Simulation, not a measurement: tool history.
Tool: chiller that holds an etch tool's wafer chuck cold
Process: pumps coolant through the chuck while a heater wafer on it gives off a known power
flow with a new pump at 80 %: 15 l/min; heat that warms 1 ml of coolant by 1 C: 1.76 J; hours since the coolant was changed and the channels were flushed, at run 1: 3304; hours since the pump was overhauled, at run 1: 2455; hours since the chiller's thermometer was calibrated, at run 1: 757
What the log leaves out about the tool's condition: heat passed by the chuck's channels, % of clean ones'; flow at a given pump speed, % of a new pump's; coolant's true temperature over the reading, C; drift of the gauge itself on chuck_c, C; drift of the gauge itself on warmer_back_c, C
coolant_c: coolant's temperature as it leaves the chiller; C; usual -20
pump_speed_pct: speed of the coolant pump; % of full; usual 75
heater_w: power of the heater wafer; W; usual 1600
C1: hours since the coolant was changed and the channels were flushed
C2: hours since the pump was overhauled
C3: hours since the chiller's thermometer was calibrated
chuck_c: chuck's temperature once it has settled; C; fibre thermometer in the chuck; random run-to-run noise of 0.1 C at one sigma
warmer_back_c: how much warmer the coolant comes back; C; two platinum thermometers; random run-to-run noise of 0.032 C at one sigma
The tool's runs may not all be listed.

run 1 hour=0.0 | coolant_c=-20 pump_speed_pct=75 heater_w=1600 | C1=3304 C2=2455 C3=757 | chuck_c=-5.3 warmer_back_c=4.19
run 2 hour=89.9 | coolant_c=-20 pump_speed_pct=75 heater_w=1600 | C1=3394 C2=2545 C3=847 | chuck_c=-5.2 warmer_back_c=4.17
run 3 hour=176.9 | coolant_c=-20 pump_speed_pct=75 heater_w=1600 | C1=3481 C2=2632 C3=934 | chuck_c=-5.2 warmer_back_c=4.23
run 4 hour=213.7 | coolant_c=-20 pump_speed_pct=75 heater_w=1600 | C1=3518 C2=2668 C3=970 | chuck_c=-5.1 warmer_back_c=4.20
run 5 hour=292.4 | coolant_c=-20 pump_speed_pct=85 heater_w=1600 | C1=3597 C2=2747 C3=1049 | chuck_c=-6.0 warmer_back_c=3.69
run 6 hour=355.9 | coolant_c=-20 pump_speed_pct=75 heater_w=1600 | C1=3660 C2=2811 C3=1113 | chuck_c=-5.2 warmer_back_c=4.21
run 7 hour=427.3 | coolant_c=-20 pump_speed_pct=75 heater_w=1600 | C1=3731 C2=2882 C3=1184 | chuck_c=-4.9 warmer_back_c=4.24
-- hour=454.7 coolant changed, channels flushed
run 8 hour=522.7 | coolant_c=-24 pump_speed_pct=75 heater_w=1600 | C1=68 C2=2971 C3=1274 | chuck_c=-11.5 warmer_back_c=4.31
run 9 hour=611.1 | coolant_c=-28 pump_speed_pct=75 heater_w=1600 | C1=156 C2=3060 C3=1362 | chuck_c=-15.1 warmer_back_c=4.25
run 10 hour=650.7 | coolant_c=-28 pump_speed_pct=75 heater_w=1600 | C1=196 C2=3099 C3=1401 | chuck_c=-15.0 warmer_back_c=4.27
run 11 hour=688.7 | coolant_c=-28 pump_speed_pct=75 heater_w=1600 | C1=234 C2=3137 C3=1439 | chuck_c=-15.1 warmer_back_c=4.31
run 12 hour=744.7 | coolant_c=-28 pump_speed_pct=75 heater_w=1600 | C1=290 C2=3193 C3=1495 | chuck_c=-15.1 warmer_back_c=4.29
-- hour=755.5 coolant pump overhauled
run 13 hour=787.0 | coolant_c=-28 pump_speed_pct=75 heater_w=1600 | C1=327 C2=32 C3=1533 | chuck_c=-14.7 warmer_back_c=4.56
run 14 hour=876.0 | coolant_c=-28 pump_speed_pct=75 heater_w=1600 | C1=416 C2=121 C3=1622 | chuck_c=-14.7 warmer_back_c=4.52
run 15 hour=944.9 | coolant_c=-20 pump_speed_pct=75 heater_w=1436 | C1=485 C2=189 C3=1691 | chuck_c=-7.8 warmer_back_c=4.09
-- hour=1001.7 coolant pump overhauled, once more
run 16 hour=1022.1 | coolant_c=-20 pump_speed_pct=75 heater_w=1436 | C1=557 C2=20 C3=1763 | chuck_c=-8.9 warmer_back_c=3.36
run 17 hour=1102.1 | coolant_c=-30 pump_speed_pct=92 heater_w=1436 | C1=637 C2=100 C3=1843 | chuck_c=-19.9 warmer_back_c=2.81
run 18 hour=1139.3 | coolant_c=-12 pump_speed_pct=94 heater_w=1135 | C1=675 C2=138 C3=1880 | chuck_c=-3.9 warmer_back_c=2.19
run 19 hour=1178.2 | coolant_c=-20 pump_speed_pct=73 heater_w=1600 | C1=713 C2=176 C3=1919 | chuck_c=-7.2 warmer_back_c=4.01
run 20 hour=1230.6 | coolant_c=-20 pump_speed_pct=73 heater_w=1600 | C1=766 C2=229 C3=1971 | chuck_c=-7.2 warmer_back_c=3.99
run 21 hour=1315.6 | coolant_c=-20 pump_speed_pct=98 heater_w=2034 | C1=851 C2=314 C3=2056 | chuck_c=-6.0 warmer_back_c=3.77
run 22 hour=1381.2 | coolant_c=-14 pump_speed_pct=89 heater_w=1147 | C1=917 C2=379 C3=2122 | chuck_c=-5.5 warmer_back_c=2.33
run 23 hour=1434.6 | coolant_c=-14 pump_speed_pct=89 heater_w=1147 | C1=970 C2=433 C3=2175 | chuck_c=-5.5 warmer_back_c=2.37
run 24 hour=1519.6 | coolant_c=-14 pump_speed_pct=89 heater_w=1147 | C1=1055 C2=518 C3=2260 | chuck_c=-5.5 warmer_back_c=2.38
run 25 hour=1588.5 | coolant_c=-26 pump_speed_pct=93 heater_w=1734 | C1=1124 C2=587 C3=2329 | chuck_c=-13.3 warmer_back_c=3.42
run 26 hour=1639.4 | coolant_c=-12 pump_speed_pct=73 heater_w=1178 | C1=1175 C2=638 C3=2380 | chuck_c=-2.2 warmer_back_c=3.00
run 27 hour=1678.5 | coolant_c=-18 pump_speed_pct=85 heater_w=1600 | C1=1214 C2=677 C3=2419 | chuck_c=-5.6 warmer_back_c=3.51
run 28 hour=1739.0 | coolant_c=-18 pump_speed_pct=85 heater_w=1600 | C1=1274 C2=737 C3=2480 | chuck_c=-5.5 warmer_back_c=3.38
run 29 hour=1787.3 | coolant_c=-18 pump_speed_pct=85 heater_w=1600 | C1=1323 C2=786 C3=2528 | chuck_c=-5.6 warmer_back_c=3.48
run 30 hour=1849.5 | coolant_c=-14 pump_speed_pct=85 heater_w=1046 | C1=1385 C2=848 C3=2590 | chuck_c=-5.8 warmer_back_c=2.24
run 31 hour=1895.9 | coolant_c=-14 pump_speed_pct=85 heater_w=1046 | C1=1431 C2=894 C3=2637 | chuck_c=-5.6 warmer_back_c=2.29
run 32 hour=1943.9 | coolant_c=-14 pump_speed_pct=85 heater_w=1046 | C1=1479 C2=942 C3=2685 | chuck_c=-5.5 warmer_back_c=2.24

Each row is a separate what-if for the run after 32, all from the same tool condition, not one after another. Results?
run A hour=2010.6 | coolant_c=-20 pump_speed_pct=75 heater_w=1222 | C1=1546 C2=1009 C3=2751 | chuck_c=? warmer_back_c=?
run B hour=2010.6 | coolant_c=-28 pump_speed_pct=60 heater_w=1014 | C1=1546 C2=1009 C3=2751 | chuck_c=? warmer_back_c=?
run C hour=2010.6 | coolant_c=-21 pump_speed_pct=62 heater_w=1404 | C1=1546 C2=1009 C3=2751 | chuck_c=? warmer_back_c=?

run=A chuck_c=-9.6 warmer_back_c=3.00
run=B chuck_c=-18.3 warmer_back_c=3.15
run=C chuck_c=-8.1 warmer_back_c=4.17
Without the tool's hidden state the same runs would have given:
run=A chuck_c=-11.2 warmer_back_c=2.94
run=B chuck_c=-19.8 warmer_back_c=3.08
run=C chuck_c=-9.9 warmer_back_c=4.08
